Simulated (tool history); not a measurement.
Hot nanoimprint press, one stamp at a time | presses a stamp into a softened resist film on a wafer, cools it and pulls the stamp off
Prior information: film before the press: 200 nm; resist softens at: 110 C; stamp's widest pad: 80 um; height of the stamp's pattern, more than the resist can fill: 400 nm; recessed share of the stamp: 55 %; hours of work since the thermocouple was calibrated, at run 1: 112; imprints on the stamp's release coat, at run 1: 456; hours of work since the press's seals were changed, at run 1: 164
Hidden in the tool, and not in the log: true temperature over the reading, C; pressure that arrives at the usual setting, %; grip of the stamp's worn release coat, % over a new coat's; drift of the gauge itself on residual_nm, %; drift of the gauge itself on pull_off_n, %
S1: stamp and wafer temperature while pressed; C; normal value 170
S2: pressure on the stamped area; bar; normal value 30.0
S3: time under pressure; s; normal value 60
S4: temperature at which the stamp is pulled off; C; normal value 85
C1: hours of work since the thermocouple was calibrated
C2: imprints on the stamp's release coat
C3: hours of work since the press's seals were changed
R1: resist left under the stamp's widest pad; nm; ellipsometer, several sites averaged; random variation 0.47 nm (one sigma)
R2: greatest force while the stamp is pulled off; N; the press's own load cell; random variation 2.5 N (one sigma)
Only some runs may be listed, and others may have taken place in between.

run 1 hour=0.0 | S1=170 S2=30.0 S3=60 S4=85 | C1=112 C2=456 C3=164 | R1=112.7 R2=115
run 2 hour=31.9 | S1=170 S2=30.0 S3=60 S4=74 | C1=134 C2=598 C3=185 | R1=112.7 R2=127
run 3 hour=54.6 | S1=170 S2=30.0 S3=60 S4=79 | C1=149 C2=699 C3=201 | R1=112.2 R2=124
run 4 hour=98.6 | S1=170 S2=30.0 S3=60 S4=79 | C1=178 C2=896 C3=230 | R1=112.2 R2=124
run 5 hour=132.5 | S1=170 S2=30.0 S3=60 S4=79 | C1=201 C2=1047 C3=253 | R1=111.6 R2=126
run 6 hour=180.0 | S1=170 S2=30.0 S3=60 S4=85 | C1=233 C2=1259 C3=285 | R1=112.1 R2=120
-- hour=214.0 stamp cleaned and given a new release coat
run 7 hour=231.2 | S1=170 S2=30.0 S3=60 S4=85 | C1=263 C2=77 C3=315 | R1=111.4 R2=113
-- hour=242.8 plate thermocouple calibrated
run 8 hour=260.7 | S1=170 S2=30.0 S3=60 S4=85 | C1=12 C2=195 C3=333 | R1=111.3 R2=118
run 9 hour=297.5 | S1=170 S2=30.0 S3=60 S4=85 | C1=37 C2=359 C3=357 | R1=111.3 R2=115
run 10 hour=337.2 | S1=170 S2=30.0 S3=60 S4=85 | C1=63 C2=537 C3=384 | R1=110.8 R2=113
run 11 hour=386.8 | S1=170 S2=30.0 S3=60 S4=85 | C1=97 C2=758 C3=417 | R1=110.9 R2=115
run 12 hour=418.1 | S1=170 S2=29.9 S3=60 S4=85 | C1=118 C2=898 C3=438 | R1=111.2 R2=117
run 13 hour=461.5 | S1=170 S2=29.9 S3=60 S4=85 | C1=147 C2=1092 C3=467 | R1=112.1 R2=117
run 14 hour=493.4 | S1=170 S2=40.5 S3=60 S4=85 | C1=168 C2=1234 C3=489 | R1=100.2 R2=116
-- hour=534.3 stamp cleaned and given a new release coat
run 15 hour=550.8 | S1=170 S2=40.5 S3=60 S4=85 | C1=202 C2=74 C3=523 | R1=100.1 R2=117
run 16 hour=601.9 | S1=160 S2=18.0 S3=53 S4=87 | C1=237 C2=302 C3=557 | R1=180.6 R2=108
-- hour=649.6 plate thermocouple calibrated
run 17 hour=656.8 | S1=160 S2=18.0 S3=53 S4=87 | C1=5 C2=533 C3=592 | R1=180.9 R2=114
run 18 hour=703.3 | S1=174 S2=36.2 S3=37 S4=90 | C1=36 C2=741 C3=623 | R1=97.2 R2=106
run 19 hour=753.1 | S1=170 S2=30.0 S3=60 S4=86 | C1=69 C2=963 C3=657 | R1=110.4 R2=114
run 20 hour=803.4 | S1=170 S2=38.4 S3=60 S4=86 | C1=103 C2=1188 C3=690 | R1=100.7 R2=118
run 21 hour=830.5 | S1=170 S2=38.4 S3=91 S4=86 | C1=121 C2=1309 C3=709 | R1=85.8 R2=113
-- hour=855.5 stamp cleaned and given a new release coat
run 22 hour=869.7 | S1=170 S2=30.0 S3=60 S4=92 | C1=144 C2=63 C3=731 | R1=109.9 R2=105
run 23 hour=918.4 | S1=176 S2=32.9 S3=106 S4=85 | C1=176 C2=280 C3=764 | R1=56.8 R2=118
run 24 hour=942.9 | S1=176 S2=32.9 S3=106 S4=85 | C1=193 C2=390 C3=780 | R1=57.4 R2=117
run 25 hour=975.9 | S1=179 S2=27.9 S3=57 S4=90 | C1=215 C2=537 C3=802 | R1=66.7 R2=108
run 26 hour=1020.8 | S1=179 S2=27.9 S3=57 S4=90 | C1=245 C2=738 C3=832 | R1=66.4 R2=110
-- hour=1058.3 plate thermocouple calibrated
run 27 hour=1063.3 | S1=168 S2=27.9 S3=57 S4=78 | C1=3 C2=914 C3=859 | R1=127.2 R2=126
run 28 hour=1100.9 | S1=170 S2=26.6 S3=60 S4=90 | C1=29 C2=1082 C3=884 | R1=114.1 R2=111
run 29 hour=1140.3 | S1=177 S2=43.7 S3=53 S4=93 | C1=55 C2=1258 C3=910 | R1=63.3 R2=112

For each run, the measured value with the value that run would have given without the tool's hidden condition subtracted. The run-to-run variation is shared by both, the gauge scatter possibly not:
run=1 R1=+0.1
run=2 R1=+0.0
run=3 R1=+0.0
run=4 R1=-0.2
run=5 R1=-0.2
run=6 R1=-0.3
run=7 R1=-0.4
run=8 R1=-0.6
run=9 R1=-0.6
run=10 R1=-0.8
run=11 R1=-0.9
run=12 R1=-0.9
run=13 R1=-1.0
run=14 R1=-0.9
run=15 R1=-1.0
run=16 R1=-2.4
run=17 R1=-2.6
run=18 R1=-1.5
run=19 R1=-1.8
run=20 R1=-1.7
run=21 R1=-1.5
run=22 R1=-2.0
run=23 R1=-1.1
run=24 R1=-1.1
run=25 R1=-1.4
run=26 R1=-1.5
run=27 R1=-3.0
run=28 R1=-2.8
run=29 R1=-1.5
For R2, the value without the hidden state is never more than 2 N from the measured value.
